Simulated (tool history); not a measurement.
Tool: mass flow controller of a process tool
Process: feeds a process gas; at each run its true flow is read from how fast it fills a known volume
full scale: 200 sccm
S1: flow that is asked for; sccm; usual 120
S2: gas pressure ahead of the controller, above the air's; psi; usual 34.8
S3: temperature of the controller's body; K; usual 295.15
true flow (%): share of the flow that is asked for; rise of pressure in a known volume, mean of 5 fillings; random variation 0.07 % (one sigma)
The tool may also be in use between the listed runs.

Run 1, day 0: usual settings. Result: true flow (%) 98.52.
Run 2, day 4.796: usual settings. Result: true flow (%) 98.35.
Run 3, day 11.742: usual settings but S3 304.15 K. Result: true flow (%) 99.47.
Run 4, day 16.35: usual settings but S2 21 psi. Result: true flow (%) 98.92.
Run 5, day 22.225: usual settings but S2 24.2 psi. Result: true flow (%) 99.03.
Run 6, day 27.275: usual settings. Result: true flow (%) 98.72.
Run 7, day 31.338: usual settings but S1 25 sccm. Result: true flow (%) 97.28.
Run 8, day 38.471: usual settings. Result: true flow (%) 98.72.
Run 9, day 43.862: usual settings. Result: true flow (%) 98.69.
Run 10, day 47.904: usual settings. Result: true flow (%) 98.79.
Run 11, day 54.467: usual settings but S2 25.2 psi. Result: true flow (%) 99.15.
Run 12, day 58.021: usual settings but S2 25.2 psi. Result: true flow (%) 99.18.
Run 13, day 61.562: usual settings. Result: true flow (%) 98.9.
Run 14, day 67.396: usual settings. Result: true flow (%) 98.99.
Run 15, day 73.867: usual settings. Result: true flow (%) 98.84.
Run 16, day 78.025: usual settings. Result: true flow (%) 99.2.
Run 17, day 83.821: usual settings. Result: true flow (%) 99.2.
Run 18, day 87.517: usual settings. Result: true flow (%) 99.1.
Run 19, day 90.571: usual settings. Result: true flow (%) 99.29.
Run 20, day 94.742: usual settings but S2 25.1 psi, S3 300.15 K. Result: true flow (%) 100.24.
Run 21, day 99.621: usual settings but S1 31 sccm, S2 25.4 psi. Result: true flow (%) 98.38.
Run 22, day 106.704: usual settings but S1 31 sccm, S2 23.5 psi, S3 297.15 K. Result: true flow (%) 98.83.
Run 23, day 113.779: usual settings but S1 148 sccm, S2 29.2 psi, S3 304.15 K. Result: true flow (%) 101.27.
Run 24, day 119.2: usual settings but S1 54 sccm, S2 29.2 psi, S3 311.15 K. Result: true flow (%) 100.76.
Run 25, day 123.638: usual settings but S1 163 sccm, S2 29.7 psi, S3 309.15 K. Result: true flow (%) 102.15.
Run 26, day 126.808: usual settings but S1 70 sccm, S2 25.7 psi, S3 309.15 K. Result: true flow (%) 101.01.
At day 129.842: gauge calibrated.
Run 27, day 130.567: usual settings but S1 70 sccm, S2 21.6 psi, S3 304.15 K. Result: true flow (%) 99.16.
Run 28, day 135.746: usual settings but S1 70 sccm, S2 23.9 psi, S3 304.15 K. Result: true flow (%) 99.13.
Run 29, day 142.75: usual settings but S2 24.2 psi, S3 293.15 K. Result: true flow (%) 98.53.
Run 30, day 147.904: usual settings but S2 24.2 psi, S3 293.15 K. Result: true flow (%) 98.62.
Run 31, day 154.008: usual settings but S1 38 sccm, S2 36.5 psi, S3 312.15 K. Result: true flow (%) 99.35.
Run 32, day 160.417: usual settings but S1 70 sccm, S2 23.4 psi, S3 299.15 K. Result: true flow (%) 98.86.
Run 33, day 163.938: usual settings but S1 70 sccm, S2 23.4 psi, S3 298.15 K. Result: true flow (%) 98.68.
Run 34, day 168.65: usual settings but S1 47 sccm, S2 24.4 psi, S3 309.15 K. Result: true flow (%) 99.72.
Run 35, day 173.758: usual settings but S1 56 sccm, S2 35.5 psi. Result: true flow (%) 97.73.
Run 36, day 176.833: usual settings but S1 56 sccm, S2 34.7 psi, S3 306.15 K. Result: true flow (%) 99.14.
Run 37, day 184.092: usual settings but S3 306.15 K. Result: true flow (%) 100.26.
Run 38, day 187.388: usual settings but S2 33.1 psi, S3 297.15 K. Result: true flow (%) 99.22.

Forecast each of these 5 alternatives for the next run:
Run A, day 194.458: usual settings but S1 172 sccm, S2 36.7 psi, S3 297.15 K. Result: true flow (%) ?.
Run B, day 194.458: usual settings but S1 50 sccm, S3 307.15 K. Result: true flow (%) ?.
Run C, day 194.458: usual settings but S1 80 sccm, S2 20.6 psi. Result: true flow (%) ?.
Run D, day 194.458: usual settings but S1 133 sccm. Result: true flow (%) ?.
Run E, day 194.458: usual settings but S2 29.9 psi. Result: true flow (%) ?.

run  true flow (%)
  A          99.89
  B          99.37
  C          98.94
  D          99.06
  E          99.22
Without the tool's hidden state the same runs would have given:
run  true flow (%)
  A          99.21
  B          98.69
  C          98.26
  D          98.38
  E          98.54

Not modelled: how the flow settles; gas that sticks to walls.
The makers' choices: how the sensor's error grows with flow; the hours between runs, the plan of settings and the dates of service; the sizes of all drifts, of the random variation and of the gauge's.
